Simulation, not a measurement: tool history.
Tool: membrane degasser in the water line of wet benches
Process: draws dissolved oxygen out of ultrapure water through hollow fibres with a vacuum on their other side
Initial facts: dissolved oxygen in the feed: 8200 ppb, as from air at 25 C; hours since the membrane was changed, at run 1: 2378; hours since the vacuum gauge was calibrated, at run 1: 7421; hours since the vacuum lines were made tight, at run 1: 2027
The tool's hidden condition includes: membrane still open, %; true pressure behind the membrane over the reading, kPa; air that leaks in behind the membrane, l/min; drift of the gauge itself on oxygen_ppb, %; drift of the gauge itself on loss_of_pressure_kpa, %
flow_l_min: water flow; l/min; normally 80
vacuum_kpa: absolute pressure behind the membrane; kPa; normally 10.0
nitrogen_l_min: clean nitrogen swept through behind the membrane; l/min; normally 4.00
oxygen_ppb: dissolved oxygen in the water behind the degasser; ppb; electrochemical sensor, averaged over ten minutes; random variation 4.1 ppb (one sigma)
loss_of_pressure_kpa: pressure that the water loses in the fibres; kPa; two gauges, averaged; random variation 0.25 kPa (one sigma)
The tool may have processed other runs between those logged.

run     day  flow_l_min  vacuum_kpa  nitrogen_l_min  hours since the membrane was changed  hours since the vacuum gauge was calibrated  hours since the vacuum lines were made tight  oxygen_ppb  loss_of_pressure_kpa
  1   0.000          80        10.0            4.00                                  2378                                         7421                                          2027       422.1                 69.09
  2   3.092          80        10.0            4.00                                  2452                                         7495                                          2102       420.3                 69.04
  3   5.079          80         7.8            4.00                                  2500                                         7543                                          2149       334.0                 69.24
  4   8.467          80        10.3            4.00                                  2581                                         7624                                          2231       435.0                 69.03
  5  10.212          80        10.0            4.00                                  2623                                         7666                                          2273       425.6                 69.44
  6  12.775          80        10.0            4.00                                  2685                                         7728                                          2334       424.8                 69.11
  7  15.162          80        10.0            8.51                                  2742                                         7785                                          2391       281.4                 69.15
  8  16.608          78        10.0            4.00                                  2777                                         7820                                          2426       419.5                 67.95
  9  20.062          78        10.0            4.00                                  2859                                         7902                                          2509       417.6                 67.62
 10  23.379          80        10.0            4.00                                  2939                                         7982                                          2588       425.3                 69.27
 11  26.217         121        10.0            4.00                                  3007                                         8050                                          2657       639.1                104.81
 12  27.725          80        10.0            4.00                                  3043                                         8086                                          2693       436.4                 69.94
 13  29.950          80        10.0            4.00                                  3097                                         8140                                          2746       436.9                 69.23
 14  31.838          53        10.0            4.00                                  3142                                         8185                                          2791       281.9                 45.92
 15  33.638          53        10.0            4.00                                  3185                                         8228                                          2835       274.5                 46.00
 16  36.808          80        10.0            4.00                                  3261                                         8304                                          2911       434.1                 69.66
 17  39.675          80        10.0            2.49                                  3330                                         8373                                          2980       571.8                 69.66
 18  43.067          57        16.4            2.50                                  3411                                         8454                                          3061       703.0                 49.26
 19  46.375          80        10.0           10.94                                  3491                                         8534                                          3140       257.2                 69.43
     46.704  -- vacuum gauge calibrated
 20  49.817          96         6.5            8.35                                  3573                                           75                                          3222       266.6                 84.26
 21  52.200          92        19.7            4.00                                  3630                                          132                                          3280       927.0                 79.73
     53.542  -- vacuum gauge calibrated, once more
 22  54.638          92        19.7            4.00                                  3688                                           26                                          3338       892.5                 80.07
 23  57.904          92        19.7            4.00                                  3767                                          105                                          3416       910.1                 80.59
 24  61.112          92        19.7            4.00                                  3844                                          182                                          3493       913.2                 80.54
 25  63.921          87         7.2            7.73                                  3911                                          249                                          3561       255.0                 75.90
 26  65.446         119         6.5            3.15                                  3948                                          286                                          3597       467.2                103.95
 27  68.567          50         8.8            2.57                                  4023                                          361                                          3672       305.9                 43.65
 28  71.071          58         8.8            7.12                                  4083                                          421                                          3732       195.8                 50.48
 29  73.412          58         8.8            7.12                                  4139                                          477                                          3788       197.3                 50.71
 30  76.417          58         8.8            3.63                                  4211                                          549                                          3860       289.2                 51.13
 31  78.229         115        10.0            7.99                                  4254                                          593                                          3904       446.8                100.52
 32  81.750         112        15.1            7.99                                  4339                                          677                                          3988       570.6                 98.03
 33  83.262         105        10.0            2.59                                  4375                                          713                                          4025       700.3                 91.67

Forecast each of these 3 alternatives for the next run:
  A  85.975         105        22.2            2.03                                  4440                                          778                                          4090           ?                     ?
  B  85.975         116         6.9            2.59                                  4440                                          778                                          4090           ?                     ?
  C  85.975          52        23.5            1.62                                  4440                                          778                                          4090           ?                     ?

run  oxygen_ppb  loss_of_pressure_kpa
  A      1709.0                 92.06
  B       535.5                101.98
  C      1277.0                 45.22
Without the tool's hidden state the same runs would have given:
run  oxygen_ppb  loss_of_pressure_kpa
  A      1689.9                 88.90
  B       507.5                 98.48
  C      1263.3                 43.67

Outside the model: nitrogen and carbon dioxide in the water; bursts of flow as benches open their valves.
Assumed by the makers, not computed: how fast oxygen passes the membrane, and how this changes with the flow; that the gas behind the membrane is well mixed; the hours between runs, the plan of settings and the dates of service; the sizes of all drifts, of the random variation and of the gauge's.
